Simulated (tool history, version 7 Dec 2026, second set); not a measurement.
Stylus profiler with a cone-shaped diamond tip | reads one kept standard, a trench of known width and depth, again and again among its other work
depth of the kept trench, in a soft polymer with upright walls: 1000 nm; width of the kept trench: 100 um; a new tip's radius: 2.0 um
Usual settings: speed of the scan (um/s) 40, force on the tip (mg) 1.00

run	hour	speed of the scan (um/s)	force on the tip (mg)	depth of the trench (angstrom)	width of the trench's floor (nm)
1	0.0	40	1.00	10056.1	95610
2	44.5	40	1.00	10056.6	95600
3	95.2	40	1.00	10057.7	95560
4	123.6	40	1.00	10055.0	95540
5	163.1	117	1.00	10056.2	95330
6	205.7	117	1.00	10055.2	95320
7	252.3	73	1.00	10056.6	95450
8	295.1	73	0.38	10019.7	95220
9	337.3	73	0.38	10019.3	95200
10	360.1	73	0.38	10019.0	95270
11	383.5	73	0.38	10022.5	95260
12	433.1	73	0.38	10018.4	95190
13	474.1	73	0.38	10016.8	95170
14	508.3	40	1.00	10052.8	95400
15	537.6	40	1.00	10052.8	95440
# hour 541.4: height scale calibrated on a step standard
16	572.6	40	1.00	10046.6	95330
17	619.2	89	0.77	10031.0	95240
18	671.2	77	2.73	10112.8	95310
19	722.7	126	1.28	10057.5	95100

The next listed run, before its measurement:
20	757.4	156	0.67	?	?

depth of the trench (angstrom): 10025.2
width of the trench's floor (nm): 94870
Without the tool's hidden state the same run would have given depth of the trench (angstrom) 10054.1, width of the trench's floor (nm) 96000.

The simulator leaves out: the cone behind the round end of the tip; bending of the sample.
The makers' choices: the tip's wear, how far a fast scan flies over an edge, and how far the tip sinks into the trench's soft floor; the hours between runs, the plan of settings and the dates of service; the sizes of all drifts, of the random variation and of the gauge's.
